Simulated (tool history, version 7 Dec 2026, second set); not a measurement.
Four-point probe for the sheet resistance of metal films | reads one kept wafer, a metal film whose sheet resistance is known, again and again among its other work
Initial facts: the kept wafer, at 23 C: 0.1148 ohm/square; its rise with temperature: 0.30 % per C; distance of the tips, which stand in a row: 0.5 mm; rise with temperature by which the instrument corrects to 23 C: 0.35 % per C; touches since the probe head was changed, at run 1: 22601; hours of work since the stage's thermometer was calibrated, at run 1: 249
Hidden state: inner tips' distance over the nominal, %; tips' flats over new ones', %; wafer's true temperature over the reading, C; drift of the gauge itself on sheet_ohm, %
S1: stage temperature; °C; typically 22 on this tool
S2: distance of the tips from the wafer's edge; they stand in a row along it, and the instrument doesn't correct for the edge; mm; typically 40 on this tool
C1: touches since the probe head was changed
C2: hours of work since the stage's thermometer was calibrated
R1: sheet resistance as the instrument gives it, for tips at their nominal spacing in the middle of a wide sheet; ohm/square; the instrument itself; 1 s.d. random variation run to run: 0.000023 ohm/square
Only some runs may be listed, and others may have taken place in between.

run,hour,S1,S2,C1,C2,R1
1,0,22,40,22601,249,0.114879
2,36.7,35,40,24475,274,0.114081
3,61.1,35,40,25718,290,0.114123
4,88.7,35,40,27126,308,0.114165
5,123.2,31,40,28889,331,0.114355
6,161.4,31,40,30836,356,0.114369
7,192.2,31,40,32408,377,0.114374
8,220.2,31,40,33837,395,0.114367
9,273.1,31,40,36537,430,0.114354
10,324.6,31,40,39163,464,0.114381
11,360.1,31,14,40976,488,0.114399
12,384.5,22,14,42220,504,0.114928
13,418.1,22,14,43933,526,0.11488
14,474.9,22,3,46831,564,0.116524
15,516.2,22,3,48939,591,0.116526
16,563.8,22,3,51370,623,0.11654
17,607.4,22,3,53593,652,0.116534
18,660.4,22,3,56300,687,0.116548
19,690.6,19,72,57842,707,0.115017
20,740.1,19,72,60364,739,0.115067
21,787.6,35,40,62788,771,0.11407
22,829,35,40,64901,798,0.114104
23,883.7,35,40,67692,835,0.114125
24,922.1,35,40,69651,860,0.114134
25,976.8,35,40,72443,896,0.114101
26,1018.1,35,40,74552,924,0.114096
27,1043.7,25,40,75857,941,0.114668
28,1089.8,34,21,78208,971,0.114179
29,1134.9,34,21,80509,1001,0.114169
30,1186.5,23,9,83141,1035,0.115002
31,1237.6,35,7,85748,1069,0.114412
# hour 1252.4: new probe head fitted
32,1279.8,35,7,1396,1096,0.114421
33,1307.2,26,3,2796,1114,0.116321
34,1344.3,24,42,4687,1139,0.114732
35,1382.5,31,7,6636,1164,0.114615
36,1438.3,31,7,9485,1201,0.114637

Predict each of these 4 candidate next runs independently; none follows another, all start after run 36:
A,1463.3,22,7,10760,1218,?
B,1463.3,23,5,10760,1218,?
C,1463.3,20,15,10760,1218,?
D,1463.3,20,29,10760,1218,?

run,R1
A,0.115135
B,0.115444
C,0.115104
D,0.114973
Had the tool no hidden state, the same runs would have come out as:
run,R1
A,0.115138
B,0.115446
C,0.115107
D,0.114975

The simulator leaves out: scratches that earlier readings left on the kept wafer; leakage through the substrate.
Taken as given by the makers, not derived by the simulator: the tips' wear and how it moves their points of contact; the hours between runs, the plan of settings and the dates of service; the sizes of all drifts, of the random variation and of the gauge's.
